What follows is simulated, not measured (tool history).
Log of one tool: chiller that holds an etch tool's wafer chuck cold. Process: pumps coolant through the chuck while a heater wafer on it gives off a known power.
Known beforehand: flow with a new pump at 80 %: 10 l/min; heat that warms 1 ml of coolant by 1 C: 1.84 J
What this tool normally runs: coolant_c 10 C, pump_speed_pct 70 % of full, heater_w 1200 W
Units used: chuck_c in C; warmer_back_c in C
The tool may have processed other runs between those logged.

run 1 day=0.000 | coolant_c=10 pump_speed_pct=70 heater_w=1200 | chuck_c=18.7 warmer_back_c=4.54
run 2 day=2.671 | coolant_c=10 pump_speed_pct=70 heater_w=1200 | chuck_c=18.8 warmer_back_c=4.57
run 3 day=4.617 | coolant_c=10 pump_speed_pct=70 heater_w=1200 | chuck_c=18.8 warmer_back_c=4.57
run 4 day=7.029 | coolant_c=10 pump_speed_pct=70 heater_w=1200 | chuck_c=18.7 warmer_back_c=4.65
run 5 day=8.725 | coolant_c=10 pump_speed_pct=70 heater_w=1200 | chuck_c=18.8 warmer_back_c=4.56
run 6 day=10.829 | coolant_c=10 pump_speed_pct=70 heater_w=1200 | chuck_c=18.8 warmer_back_c=4.54
run 7 day=13.367 | coolant_c=10 pump_speed_pct=70 heater_w=1200 | chuck_c=18.7 warmer_back_c=4.53
run 8 day=15.162 | coolant_c=10 pump_speed_pct=70 heater_w=1200 | chuck_c=18.8 warmer_back_c=4.56
run 9 day=16.279 | coolant_c=10 pump_speed_pct=64 heater_w=1200 | chuck_c=19.5 warmer_back_c=4.95
run 10 day=17.458 | coolant_c=10 pump_speed_pct=70 heater_w=1200 | chuck_c=18.8 warmer_back_c=4.54
run 11 day=19.271 | coolant_c=10 pump_speed_pct=70 heater_w=1200 | chuck_c=18.6 warmer_back_c=4.58
run 12 day=20.433 | coolant_c=10 pump_speed_pct=70 heater_w=1200 | chuck_c=18.8 warmer_back_c=4.59
run 13 day=23.042 | coolant_c=7 pump_speed_pct=70 heater_w=1200 | chuck_c=15.6 warmer_back_c=4.49
run 14 day=25.317 | coolant_c=7 pump_speed_pct=70 heater_w=1200 | chuck_c=15.4 warmer_back_c=4.54
run 15 day=27.596 | coolant_c=8 pump_speed_pct=65 heater_w=1200 | chuck_c=17.4 warmer_back_c=4.96
run 16 day=29.500 | coolant_c=16 pump_speed_pct=85 heater_w=1200 | chuck_c=23.3 warmer_back_c=3.68
run 17 day=31.408 | coolant_c=10 pump_speed_pct=86 heater_w=1200 | chuck_c=17.2 warmer_back_c=3.64
run 18 day=32.658 | coolant_c=9 pump_speed_pct=94 heater_w=1241 | chuck_c=16.0 warmer_back_c=3.39
run 19 day=35.338 | coolant_c=8 pump_speed_pct=90 heater_w=1434 | chuck_c=16.2 warmer_back_c=4.11
run 20 day=37.821 | coolant_c=3 pump_speed_pct=70 heater_w=1378 | chuck_c=12.9 warmer_back_c=5.22
run 21 day=39.850 | coolant_c=3 pump_speed_pct=60 heater_w=1378 | chuck_c=14.6 warmer_back_c=6.21
run 22 day=41.646 | coolant_c=3 pump_speed_pct=60 heater_w=1378 | chuck_c=14.5 warmer_back_c=6.22
run 23 day=43.075 | coolant_c=3 pump_speed_pct=60 heater_w=1378 | chuck_c=14.5 warmer_back_c=6.24

Consider 4 possible next runs. They are alternatives, not a sequence: every one starts from the tool as it was left by run 23. What does each give?
run A day=44.204 | coolant_c=3 pump_speed_pct=60 heater_w=651 | chuck_c=? warmer_back_c=?
run B day=44.204 | coolant_c=7 pump_speed_pct=84 heater_w=1711 | chuck_c=? warmer_back_c=?
run C day=44.204 | coolant_c=18 pump_speed_pct=60 heater_w=1378 | chuck_c=? warmer_back_c=?
run D day=44.204 | coolant_c=5 pump_speed_pct=72 heater_w=1784 | chuck_c=? warmer_back_c=?

run=A chuck_c=8.7 warmer_back_c=2.95
run=B chuck_c=17.5 warmer_back_c=5.31
run=C chuck_c=29.5 warmer_back_c=6.18
run=D chuck_c=17.6 warmer_back_c=6.58
Stripped of hidden state, with their random variation kept, the same runs would have yielded:
run=A chuck_c=8.7 warmer_back_c=2.95
run=B chuck_c=17.5 warmer_back_c=5.31
run=C chuck_c=29.5 warmer_back_c=6.18
run=D chuck_c=17.6 warmer_back_c=6.58
